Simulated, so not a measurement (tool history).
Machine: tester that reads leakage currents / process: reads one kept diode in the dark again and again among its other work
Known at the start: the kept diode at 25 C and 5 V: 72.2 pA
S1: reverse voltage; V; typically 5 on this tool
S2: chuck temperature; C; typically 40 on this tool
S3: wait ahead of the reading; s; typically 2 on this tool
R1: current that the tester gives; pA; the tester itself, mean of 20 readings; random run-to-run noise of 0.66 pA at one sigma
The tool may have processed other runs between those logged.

| run | hour | S1 | S2 | S3 | R1 |
|---|---|---|---|---|---|
| 1 | 0 | 5 | 40 | 2 | 196.72 |
| 2 | 124.6 | 5 | 40 | 2 | 195.05 |
| 3 | 223.2 | 5 | 40 | 2 | 193.86 |
| 4 | 299.1 | 5 | 40 | 2 | 194.24 |
| 5 | 392.6 | 5 | 40 | 2 | 192.76 |
| 6 | 509.3 | 5 | 40 | 2 | 191.54 |
| 7 | 577.1 | 5 | 40 | 2 | 191.85 |
|  | 683.1 | chuck's temperature calibrated |
| 8 | 683.1 | 5 | 40 | 2 | 230.53 |
| 9 | 803.1 | 5 | 40 | 8.93 | 226.77 |
| 10 | 933.5 | 5 | 40 | 6.26 | 228.23 |
| 11 | 1019.7 | 5 | 40 | 6.26 | 226.89 |
| 12 | 1080.3 | 5 | 40 | 2 | 225.65 |
| 13 | 1173.6 | 5 | 40 | 2 | 225.36 |
| 14 | 1266 | 5 | 40 | 2 | 224.7 |
| 15 | 1333.7 | 5 | 40 | 2 | 224.47 |
| 16 | 1411.6 | 5 | 40 | 7.16 | 222.68 |
|  | 1421.4 | tester calibrated |
| 17 | 1500.8 | 5 | 40 | 7.16 | 224.99 |
| 18 | 1576.7 | 5 | 40 | 7.16 | 223.68 |
|  | 1612.3 | tester calibrated, once more |
| 19 | 1634.4 | 5 | 28 | 2 | 93.13 |
| 20 | 1695.7 | 5 | 40 | 2 | 216.12 |
| 21 | 1748.5 | 5.32 | 50 | 2 | 436.8 |
| 22 | 1873.7 | 5.32 | 20 | 0.66 | 55.13 |
| 23 | 1929.4 | 5.32 | 20 | 0.66 | 55.39 |
| 24 | 1993.4 | 5.01 | 40 | 3.38 | 213.98 |
| 25 | 2105.4 | 5.01 | 40 | 3.38 | 212.5 |
| 26 | 2185.6 | 5.01 | 40 | 3.38 | 212.26 |
| 27 | 2254.2 | 5 | 40 | 1.21 | 212.28 |
| 28 | 2340 | 1.42 | 40 | 0.51 | 116.37 |
| 29 | 2451.5 | 1.42 | 34 | 0.51 | 76.06 |
| 30 | 2575.8 | 5.45 | 54 | 0.48 | 552.74 |
| 31 | 2652.2 | 4.17 | 40 | 0.74 | 192.21 |
| 32 | 2741.7 | 4.17 | 40 | 0.74 | 189.4 |
| 33 | 2833.6 | 4.17 | 40 | 3.5 | 189.45 |
| 34 | 2962.3 | 3.34 | 27 | 2 | 67.55 |
| 35 | 3056 | 5.35 | 58 | 5.32 | 689.67 |
| 36 | 3171.5 | 1.34 | 26 | 0.74 | 39.87 |
| 37 | 3295.4 | 1.91 | 55 | 0.87 | 347.83 |
| 38 | 3372.1 | 15.52 | 40 | 5.64 | 350.77 |
| 39 | 3434.5 | 1.43 | 28 | 5.29 | 47.04 |

Some steps in R1, run to run, broken into two amounts with sign: the step expected even without the hidden condition (settings, incoming material, random variation), and the rest, left for the hidden condition together with whatever gauge scatter is not in both the measured and the hidden-condition-free result:
What the log doesn't record here: stray current of the dirty probe card, pA a volt; current scale over the true one, %; true chuck temperature over the reading, C; drift of the gauge itself on leakage_pa, %.
Run 7 -> 8: chuck's temperature calibrated. R1 +38.68 pA: hidden state +39.05, all else -0.37.
Run 29 -> 30: S1 1.42 -> 5.45, S2 34 -> 54, S3 0.51 -> 0.48. R1 +476.68 pA: hidden state -34.1, all else +510.78.
Run 34 -> 35: S1 3.34 -> 5.35, S2 27 -> 58, S3 2 -> 5.32. R1 +622.12 pA: hidden state -63.36, all else +685.48.
Run 35 -> 36: S1 5.35 -> 1.34, S2 58 -> 26, S3 5.32 -> 0.74. R1 -649.8 pA: hidden state +62.91, all else -712.71.
